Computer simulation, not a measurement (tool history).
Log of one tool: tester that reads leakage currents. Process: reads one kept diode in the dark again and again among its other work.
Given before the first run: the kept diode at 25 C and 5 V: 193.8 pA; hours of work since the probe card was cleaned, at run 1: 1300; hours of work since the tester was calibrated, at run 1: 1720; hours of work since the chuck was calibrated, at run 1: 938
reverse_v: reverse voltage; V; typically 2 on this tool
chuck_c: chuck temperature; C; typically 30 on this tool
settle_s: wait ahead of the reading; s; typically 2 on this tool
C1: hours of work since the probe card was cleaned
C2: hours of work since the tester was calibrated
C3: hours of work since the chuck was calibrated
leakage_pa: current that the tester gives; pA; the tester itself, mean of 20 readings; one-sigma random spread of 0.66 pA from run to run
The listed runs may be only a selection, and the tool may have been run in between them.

run 1 hour=0 | reverse_v=2 chuck_c=30 settle_s=2 | C1=1300 C2=1720 C3=938 | leakage_pa=236.51
run 2 hour=44.2 | reverse_v=2 chuck_c=30 settle_s=2 | C1=1328 C2=1747 C3=965 | leakage_pa=239.02
run 3 hour=87.5 | reverse_v=2 chuck_c=30 settle_s=2 | C1=1355 C2=1775 C3=992 | leakage_pa=238.19
run 4 hour=124.5 | reverse_v=1.29 chuck_c=30 settle_s=2 | C1=1378 C2=1798 C3=1015 | leakage_pa=203.59
run 5 hour=173.1 | reverse_v=1.29 chuck_c=30 settle_s=2 | C1=1408 C2=1828 C3=1046 | leakage_pa=203.21
run 6 hour=229.5 | reverse_v=1.29 chuck_c=30 settle_s=2 | C1=1444 C2=1863 C3=1081 | leakage_pa=202.55
run 7 hour=299.1 | reverse_v=1.29 chuck_c=30 settle_s=0.44 | C1=1487 C2=1907 C3=1125 | leakage_pa=203.67
run 8 hour=339.1 | reverse_v=2 chuck_c=21 settle_s=1.33 | C1=1512 C2=1932 C3=1150 | leakage_pa=106.68
run 9 hour=386.6 | reverse_v=2 chuck_c=49 settle_s=2 | C1=1542 C2=1962 C3=1179 | leakage_pa=1198.41
run 10 hour=419.1 | reverse_v=1.59 chuck_c=30 settle_s=1.29 | C1=1562 C2=1982 C3=1200 | leakage_pa=221.26
run 11 hour=477.1 | reverse_v=1.59 chuck_c=30 settle_s=1.29 | C1=1598 C2=2018 C3=1236 | leakage_pa=223.39

Below are 4 alternative next runs, each starting from the tool's condition after run 11. Predict each:
-- hour=510.2 tester calibrated
run A hour=510.2 | reverse_v=1.59 chuck_c=39 settle_s=1.29 | C1=1618 C2=0 C3=1255 | leakage_pa=?
-- hour=510.2 tester calibrated
run B hour=510.2 | reverse_v=4.29 chuck_c=53 settle_s=2.42 | C1=1618 C2=0 C3=1255 | leakage_pa=?
-- hour=510.2 tester calibrated
run C hour=510.2 | reverse_v=2 chuck_c=55 settle_s=4.54 | C1=1618 C2=0 C3=1255 | leakage_pa=?
-- hour=510.2 tester calibrated
run D hour=510.2 | reverse_v=2 chuck_c=25 settle_s=0.8 | C1=1618 C2=0 C3=1255 | leakage_pa=?

run=A leakage_pa=503.23
run=B leakage_pa=2250.68
run=C leakage_pa=1989.18
run=D leakage_pa=160.42
Had the tool no hidden state, the same runs would have come out as:
run=A leakage_pa=450.78
run=B leakage_pa=2038.29
run=C leakage_pa=1806.62
run=D leakage_pa=139.79

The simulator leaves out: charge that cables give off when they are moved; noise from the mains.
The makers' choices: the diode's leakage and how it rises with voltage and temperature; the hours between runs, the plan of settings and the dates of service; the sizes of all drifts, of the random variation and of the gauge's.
